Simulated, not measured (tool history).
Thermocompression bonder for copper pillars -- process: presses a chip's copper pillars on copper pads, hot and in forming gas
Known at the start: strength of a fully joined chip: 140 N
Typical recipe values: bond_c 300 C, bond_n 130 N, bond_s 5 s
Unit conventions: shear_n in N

run    day  bond_c  bond_n  bond_s  shear_n
  1      0     300     130       5     89.5
  2  0.396     300     130       5       88
  3  0.758     300     130       5     88.3
  4  1.092     300     130       5       90
  5  1.558     300     130       5       90
  6  1.804     300     130       5     88.5
  7  2.008     300     130       4     83.3
  8  2.404     300     130       4     82.1
  9  2.688     312     130       5     95.3
 10  2.883     308     130       5     93.3
 11   3.15     308     130       5       91
 12  3.612     308     130       5     94.2
 13  4.054     300     130       5     85.9
 14  4.325     301     130       3     75.7
 15  4.562     301     130       3     76.9
 16  4.946     290     130       3       69
 17  5.283     276     130       4     67.8
 18  5.629     276     130       4     68.3
 19  6.088     276     130       4     67.2
     6.329  -- forming gas filter changed
 20  6.392     283     130       4     78.8
 21  6.608     287     130       5     86.9
 22  6.917     287     130       5       86
     7.417  -- heater calibrated with a thermocouple chip
 23  7.417     300     130       5    102.1
 24  7.896     300     119       9    109.7
 25  8.179     307     130       5    102.8
 26  8.383     311      97       3     79.4

Branching from run 26: 4 alternative next runs. What would each branch give?
  A  8.729     303     138       3        ?
  B  8.729     300      85       5        ?
  C  8.729     326     113      10        ?
  D  8.729     287      97       3        ?

run  shear_n
  A     92.7
  B     78.3
  C    122.1
  D     65.3
Had the tool no hidden state, the same runs would have come out as:
run  shear_n
  A     92.1
  B     77.6
  C    122.1
  D     64.6

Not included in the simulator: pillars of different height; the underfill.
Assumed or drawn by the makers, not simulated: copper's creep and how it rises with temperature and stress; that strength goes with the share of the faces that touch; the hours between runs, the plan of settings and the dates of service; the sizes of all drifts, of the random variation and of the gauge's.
